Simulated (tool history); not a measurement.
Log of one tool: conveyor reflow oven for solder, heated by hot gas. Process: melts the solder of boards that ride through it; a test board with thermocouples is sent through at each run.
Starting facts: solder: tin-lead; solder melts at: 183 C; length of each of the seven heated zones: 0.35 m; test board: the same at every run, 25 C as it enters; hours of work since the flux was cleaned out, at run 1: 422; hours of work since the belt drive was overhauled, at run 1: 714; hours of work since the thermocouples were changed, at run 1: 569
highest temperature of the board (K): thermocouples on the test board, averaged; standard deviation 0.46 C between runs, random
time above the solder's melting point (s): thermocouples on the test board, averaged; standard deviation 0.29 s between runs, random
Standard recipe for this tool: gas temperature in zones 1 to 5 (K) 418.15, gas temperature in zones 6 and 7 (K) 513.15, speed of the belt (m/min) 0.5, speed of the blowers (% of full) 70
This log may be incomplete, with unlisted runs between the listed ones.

| run | hour | gas temperature in zones 1 to 5 (K) | gas temperature in zones 6 and 7 (K) | speed of the belt (m/min) | speed of the blowers (% of full) | hours of work since the flux was cleaned out | hours of work since the belt drive was overhauled | hours of work since the thermocouples were changed | highest temperature of the board (K) | time above the solder's melting point (s) |
|---|---|---|---|---|---|---|---|---|---|---|
| 1 | 0 | 418.15 | 513.15 | 0.5 | 70 | 422 | 714 | 569 | 498.15 | 73.6 |
| 2 | 22.4 | 418.15 | 513.15 | 0.5 | 70 | 434 | 726 | 581 | 498.35 | 73.5 |
| 3 | 37 | 418.15 | 513.15 | 0.5 | 70 | 443 | 734 | 589 | 498.55 | 73.3 |
| 4 | 67.7 | 404.15 | 513.15 | 0.5 | 70 | 460 | 752 | 606 | 497.35 | 66.7 |
| 5 | 96.1 | 418.15 | 513.15 | 0.5 | 70 | 476 | 767 | 622 | 498.55 | 74.2 |
|  | 115.1 | flux residue cleaned out of gas plates and filters |
| 6 | 133.4 | 418.15 | 513.15 | 0.5 | 55 | 10 | 786 | 640 | 497.25 | 72.6 |
| 7 | 163.2 | 418.15 | 513.15 | 0.5 | 55 | 27 | 802 | 657 | 496.75 | 73 |
| 8 | 196.4 | 418.15 | 513.15 | 0.5 | 55 | 46 | 821 | 676 | 497.45 | 72.9 |
| 9 | 213.8 | 418.15 | 513.15 | 0.5 | 55 | 55 | 831 | 685 | 497.45 | 72.7 |
| 10 | 247 | 418.15 | 513.15 | 0.5 | 55 | 74 | 849 | 704 | 498.85 | 72.5 |
| 11 | 261.1 | 418.15 | 513.15 | 0.5 | 57 | 82 | 857 | 712 | 497.45 | 73.6 |
| 12 | 285.7 | 418.15 | 513.15 | 0.5 | 70 | 96 | 871 | 726 | 500.15 | 74.4 |
| 13 | 303.6 | 418.15 | 513.15 | 0.5 | 70 | 106 | 881 | 736 | 499.55 | 74.3 |
| 14 | 320.6 | 418.15 | 513.15 | 0.5 | 70 | 115 | 890 | 745 | 500.65 | 74.8 |
| 15 | 335.8 | 418.15 | 513.15 | 0.5 | 70 | 124 | 899 | 754 | 500.25 | 74.6 |
| 16 | 365.5 | 418.15 | 513.15 | 0.5 | 70 | 140 | 916 | 770 | 500.25 | 74.9 |
| 17 | 385.4 | 418.15 | 513.15 | 0.5 | 70 | 151 | 927 | 782 | 499.25 | 74.9 |
| 18 | 409.1 | 418.15 | 513.15 | 0.5 | 70 | 165 | 940 | 795 | 499.35 | 74.6 |
| 19 | 436.5 | 418.15 | 523.15 | 0.403 | 87 | 180 | 955 | 810 | 516.65 | 102.4 |
| 20 | 470.7 | 418.15 | 523.15 | 0.403 | 87 | 199 | 974 | 829 | 515.85 | 103.2 |
| 21 | 503.2 | 425.15 | 519.15 | 0.538 | 62 | 217 | 993 | 848 | 502.55 | 73.5 |
| 22 | 533.7 | 425.15 | 519.15 | 0.538 | 62 | 234 | 1010 | 865 | 502.75 | 73.3 |
| 23 | 560.5 | 425.15 | 505.15 | 0.538 | 72 | 249 | 1025 | 880 | 491.35 | 67.2 |
| 24 | 577.9 | 423.15 | 505.15 | 0.548 | 72 | 259 | 1034 | 889 | 491.25 | 64.2 |
| 25 | 600 | 409.15 | 509.15 | 0.465 | 64 | 271 | 1047 | 902 | 495.95 | 73.8 |
| 26 | 620.7 | 409.15 | 509.15 | 0.465 | 64 | 283 | 1058 | 913 | 494.55 | 73.7 |
| 27 | 641.8 | 405.15 | 513.15 | 0.5 | 63 | 295 | 1070 | 925 | 496.05 | 67.6 |
| 28 | 672.8 | 405.15 | 513.15 | 0.5 | 63 | 312 | 1088 | 943 | 496.25 | 67.1 |
| 29 | 699.2 | 418.15 | 501.15 | 0.5 | 70 | 327 | 1102 | 957 | 487.65 | 66.8 |
| 30 | 725.8 | 418.15 | 501.15 | 0.5 | 70 | 342 | 1117 | 972 | 488.05 | 66.3 |
| 31 | 753.3 | 418.15 | 513.15 | 0.535 | 70 | 357 | 1133 | 988 | 497.65 | 67.9 |

How would selected steps in highest temperature of the board (K) from run to run divide? Give the signed amount a tool lacking its hidden state would still show from settings, what came in and random variation, and the signed amount left for the hidden state, including any gauge scatter that is not in both of the compared results.
Hidden conditions of the tool in this case: heat that the gas passes to the board, % of a clean oven's; belt's true speed, % of the reading; true gas temperature in zones 6 and 7 over the reading, C; drift of the gauge itself on peak_c, C; drift of the gauge itself on liquid_s, %.
Run 3 -> 4: gas temperature in zones 1 to 5 (K) 418.15 -> 404.15. highest temperature of the board (K) -1.2: hidden state -0.5, all else -0.7.
Run 4 -> 5: gas temperature in zones 1 to 5 (K) 404.15 -> 418.15. highest temperature of the board (K) +1.2: hidden state +0.3, all else +0.9.
Run 5 -> 6: speed of the blowers (% of full) 70 -> 55, flux residue cleaned out of gas plates and filters. highest temperature of the board (K) -1.3: hidden state +2.3, all else -3.6.
Run 18 -> 19: gas temperature in zones 6 and 7 (K) 513.15 -> 523.15, speed of the belt (m/min) 0.5 -> 0.403, speed of the blowers (% of full) 70 -> 87. highest temperature of the board (K) +17.3: hidden state -0.1, all else +17.4.
Run 20 -> 21: gas temperature in zones 1 to 5 (K) 418.15 -> 425.15, gas temperature in zones 6 and 7 (K) 523.15 -> 519.15, speed of the belt (m/min) 0.403 -> 0.538, speed of the blowers (% of full) 87 -> 62. highest temperature of the board (K) -13.3: hidden state +0, all else -13.3.
Run 22 -> 23: gas temperature in zones 6 and 7 (K) 519.15 -> 505.15, speed of the blowers (% of full) 62 -> 72. highest temperature of the board (K) -11.4: hidden state -0.1, all else -11.3.
